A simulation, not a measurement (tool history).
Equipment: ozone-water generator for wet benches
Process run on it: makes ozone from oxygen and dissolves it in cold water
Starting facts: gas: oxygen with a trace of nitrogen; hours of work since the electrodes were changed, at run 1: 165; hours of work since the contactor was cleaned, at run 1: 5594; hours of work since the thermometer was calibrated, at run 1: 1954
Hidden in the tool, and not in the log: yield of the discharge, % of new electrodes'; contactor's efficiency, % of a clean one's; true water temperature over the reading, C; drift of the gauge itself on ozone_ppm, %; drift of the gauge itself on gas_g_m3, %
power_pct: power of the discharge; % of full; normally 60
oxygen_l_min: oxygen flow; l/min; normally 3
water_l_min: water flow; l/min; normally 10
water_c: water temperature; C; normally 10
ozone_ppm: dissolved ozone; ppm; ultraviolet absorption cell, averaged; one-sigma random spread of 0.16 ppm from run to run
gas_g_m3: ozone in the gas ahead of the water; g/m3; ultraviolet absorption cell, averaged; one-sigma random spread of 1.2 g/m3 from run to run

run	hour	power_pct	oxygen_l_min	water_l_min	water_c	hours of work since the electrodes were changed	hours of work since the contactor was cleaned	hours of work since the thermometer was calibrated	ozone_ppm	gas_g_m3
1	0	60	3	10	10	165	5594	1954	20.8	213.9
2	67.5	60	3	10	10	220	5649	2009	20.8	216.7
3	138	60	2.04	10	10	278	5706	2066	19.1	247.6
4	206.5	60	2.04	10	10	333	5762	2122	18.9	248.3
5	285.8	60	2.04	10	10	398	5827	2187	19	244.3
6	332.5	60	2.04	10	10	436	5865	2225	18.9	247
7	395.4	60	2.04	10	10	487	5916	2276	19.1	248.5
8	457	44	2.04	10	10	537	5966	2326	16	208.2
9	506	99	2.04	10	10	577	6006	2366	24.5	327.9
10	547.9	60	1.94	10	10	611	6040	2400	18.7	253.6
11	614.9	60	3	9	10	666	6094	2455	22.9	213.4
12	682.4	60	3	7	10	721	6149	2510	28.4	216.4
13	719.6	100	2.3	10	10	751	6180	2540	26.3	314.4

The next listed run, before its measurement:
14	781.1	100	2.3	10	10	801	6230	2590	?	?

Logged for run 14: ozone_ppm 26.1 ppm, gas_g_m3 317.6 g/m3.
Take away the tool's hidden state, keep the run-to-run variation as it was, and the same run would have given ozone_ppm 26.1 ppm, gas_g_m3 317.7 g/m3.
